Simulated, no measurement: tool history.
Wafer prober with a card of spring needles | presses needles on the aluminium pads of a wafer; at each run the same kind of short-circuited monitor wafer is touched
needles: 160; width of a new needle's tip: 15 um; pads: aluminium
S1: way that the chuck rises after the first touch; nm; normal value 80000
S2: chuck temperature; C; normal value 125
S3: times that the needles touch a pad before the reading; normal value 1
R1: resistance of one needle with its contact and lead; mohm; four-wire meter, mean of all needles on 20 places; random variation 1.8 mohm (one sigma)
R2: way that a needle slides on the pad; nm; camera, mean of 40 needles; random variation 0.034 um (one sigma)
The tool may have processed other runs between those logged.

run 1 hour=0 | S1=80000 S2=125 S3=1 | R1=291 R2=10500
-- hour=13.6 tips cleaned on abrasive film
-- hour=31.7 tips cleaned on abrasive film
run 2 hour=34.3 | S1=80000 S2=125 S3=1 | R1=242 R2=10470
-- hour=51.5 tips cleaned on abrasive film
run 3 hour=65 | S1=80000 S2=125 S3=1 | R1=341 R2=10480
-- hour=74.1 tips cleaned on abrasive film
-- hour=95.4 tips cleaned on abrasive film
-- hour=115.5 tips cleaned on abrasive film
run 4 hour=131.6 | S1=80000 S2=125 S3=1 | R1=340 R2=10460
-- hour=135.5 tips cleaned on abrasive film
-- hour=155.9 tips cleaned on abrasive film
-- hour=178.5 tips cleaned on abrasive film
-- hour=200.2 tips cleaned on abrasive film
run 5 hour=201.3 | S1=80000 S2=125 S3=1 | R1=213 R2=10380
-- hour=219 tips cleaned on abrasive film
-- hour=240.4 tips cleaned on abrasive film
run 6 hour=242 | S1=80000 S2=125 S3=1 | R1=217 R2=10400
-- hour=261.6 tips cleaned on abrasive film
-- hour=282.5 tips cleaned on abrasive film
run 7 hour=288 | S1=86000 S2=46 S3=2 | R1=232 R2=11190
-- hour=301.6 tips cleaned on abrasive film
-- hour=320.1 tips cleaned on abrasive film
run 8 hour=320.1 | S1=61000 S2=105 S3=1 | R1=209 R2=7860
-- hour=340.9 tips cleaned on abrasive film
run 9 hour=354.1 | S1=81000 S2=63 S3=1 | R1=346 R2=10460
-- hour=361.8 tips cleaned on abrasive film
-- hour=383 tips cleaned on abrasive film
run 10 hour=393.4 | S1=78000 S2=125 S3=1 | R1=333 R2=10040
-- hour=402.5 tips cleaned on abrasive film
-- hour=425.1 tips cleaned on abrasive film
run 11 hour=428.7 | S1=78000 S2=125 S3=1 | R1=260 R2=10100
-- hour=445.4 tips cleaned on abrasive film
run 12 hour=463.2 | S1=78000 S2=41 S3=2 | R1=293 R2=10050

Results for each run, recomputed without the tool's hidden state and with each run's random variation untouched:
Hidden state at play: debris on the tips, nm; way that the needles fall short of the set height, um; tips' diameter, um; drift of the gauge itself on contact_mohm, %; drift of the gauge itself on scrub_um, %.
run=1 R1=183 R2=10530
run=2 R1=183 R2=10520
run=3 R1=183 R2=10530
run=4 R1=182 R2=10540
run=5 R1=183 R2=10500
run=6 R1=179 R2=10530
run=7 R1=167 R2=11340
run=8 R1=187 R2=8030
run=9 R1=169 R2=10640
run=10 R1=184 R2=10230
run=11 R1=184 R2=10300
run=12 R1=164 R2=10260
